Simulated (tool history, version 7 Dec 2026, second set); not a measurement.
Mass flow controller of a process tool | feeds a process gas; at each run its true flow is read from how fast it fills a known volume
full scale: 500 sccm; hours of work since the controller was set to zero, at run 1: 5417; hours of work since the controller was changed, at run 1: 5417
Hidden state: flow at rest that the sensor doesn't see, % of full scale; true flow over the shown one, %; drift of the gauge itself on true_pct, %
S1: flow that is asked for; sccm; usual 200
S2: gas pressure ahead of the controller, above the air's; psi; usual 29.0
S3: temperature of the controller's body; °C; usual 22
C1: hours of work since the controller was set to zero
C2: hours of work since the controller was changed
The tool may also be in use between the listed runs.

run 1 hour=0.0 | S1=200 S2=29.0 S3=22 | C1=5417 C2=5417 | true_flow_(%)=99.42
run 2 hour=114.1 | S1=64 S2=29.0 S3=22 | C1=5504 C2=5504 | true_flow_(%)=98.87
run 3 hour=188.3 | S1=64 S2=29.0 S3=27 | C1=5560 C2=5560 | true_flow_(%)=98.68
run 4 hour=290.2 | S1=64 S2=29.0 S3=27 | C1=5637 C2=5637 | true_flow_(%)=98.63
run 5 hour=391.0 | S1=64 S2=29.0 S3=27 | C1=5714 C2=5714 | true_flow_(%)=98.68
run 6 hour=475.7 | S1=64 S2=29.0 S3=27 | C1=5778 C2=5778 | true_flow_(%)=98.60
run 7 hour=568.9 | S1=64 S2=29.0 S3=27 | C1=5849 C2=5849 | true_flow_(%)=98.54
run 8 hour=663.5 | S1=64 S2=29.0 S3=27 | C1=5921 C2=5921 | true_flow_(%)=98.56
run 9 hour=738.9 | S1=200 S2=29.0 S3=21 | C1=5978 C2=5978 | true_flow_(%)=99.43
run 10 hour=841.1 | S1=200 S2=29.0 S3=21 | C1=6055 C2=6055 | true_flow_(%)=99.34
run 11 hour=960.3 | S1=200 S2=29.0 S3=21 | C1=6146 C2=6146 | true_flow_(%)=99.25
run 12 hour=1050.9 | S1=200 S2=29.0 S3=21 | C1=6214 C2=6214 | true_flow_(%)=99.38
run 13 hour=1119.9 | S1=200 S2=29.0 S3=21 | C1=6267 C2=6267 | true_flow_(%)=99.53
run 14 hour=1179.3 | S1=200 S2=29.0 S3=21 | C1=6312 C2=6312 | true_flow_(%)=99.45
run 15 hour=1249.2 | S1=94 S2=29.0 S3=22 | C1=6365 C2=6365 | true_flow_(%)=99.04
run 16 hour=1309.4 | S1=200 S2=29.0 S3=22 | C1=6410 C2=6410 | true_flow_(%)=99.34
run 17 hour=1414.2 | S1=200 S2=29.0 S3=22 | C1=6490 C2=6490 | true_flow_(%)=99.30
run 18 hour=1549.0 | S1=200 S2=29.0 S3=22 | C1=6592 C2=6592 | true_flow_(%)=99.36
run 19 hour=1636.2 | S1=200 S2=29.0 S3=22 | C1=6658 C2=6658 | true_flow_(%)=99.47
run 20 hour=1705.0 | S1=200 S2=29.0 S3=39 | C1=6710 C2=6710 | true_flow_(%)=98.23
run 21 hour=1822.4 | S1=200 S2=29.0 S3=39 | C1=6799 C2=6799 | true_flow_(%)=98.22
run 22 hour=1897.8 | S1=200 S2=29.0 S3=22 | C1=6856 C2=6856 | true_flow_(%)=99.31
run 23 hour=2036.9 | S1=200 S2=29.0 S3=22 | C1=6962 C2=6962 | true_flow_(%)=99.19
run 24 hour=2103.4 | S1=263 S2=27.6 S3=38 | C1=7012 C2=7012 | true_flow_(%)=98.46
run 25 hour=2162.2 | S1=479 S2=27.6 S3=31 | C1=7057 C2=7057 | true_flow_(%)=99.43
run 26 hour=2239.0 | S1=339 S2=28.1 S3=21 | C1=7115 C2=7115 | true_flow_(%)=99.68
run 27 hour=2362.3 | S1=200 S2=29.0 S3=30 | C1=7209 C2=7209 | true_flow_(%)=98.74
run 28 hour=2474.5 | S1=212 S2=22.5 S3=25 | C1=7294 C2=7294 | true_flow_(%)=98.91
run 29 hour=2582.9 | S1=212 S2=22.5 S3=25 | C1=7376 C2=7376 | true_flow_(%)=98.92
run 30 hour=2660.5 | S1=53 S2=37.3 S3=21 | C1=7435 C2=7435 | true_flow_(%)=99.26
-- hour=2723.4 controller exchanged for a calibrated one
run 31 hour=2757.0 | S1=53 S2=37.3 S3=21 | C1=26 C2=26 | true_flow_(%)=99.22
run 32 hour=2893.1 | S1=56 S2=37.3 S3=24 | C1=129 C2=129 | true_flow_(%)=98.99
run 33 hour=2974.8 | S1=56 S2=37.3 S3=24 | C1=191 C2=191 | true_flow_(%)=98.98
run 34 hour=3063.8 | S1=56 S2=37.3 S3=24 | C1=258 C2=258 | true_flow_(%)=98.89

Run 35 comes next. What will it give?
run 35 hour=3136.3 | S1=162 S2=31.2 S3=22 | C1=313 C2=313 | true_flow_(%)=?

true flow (%): 99.16
Without the tool's hidden state the same run would have given true flow (%) 99.16.
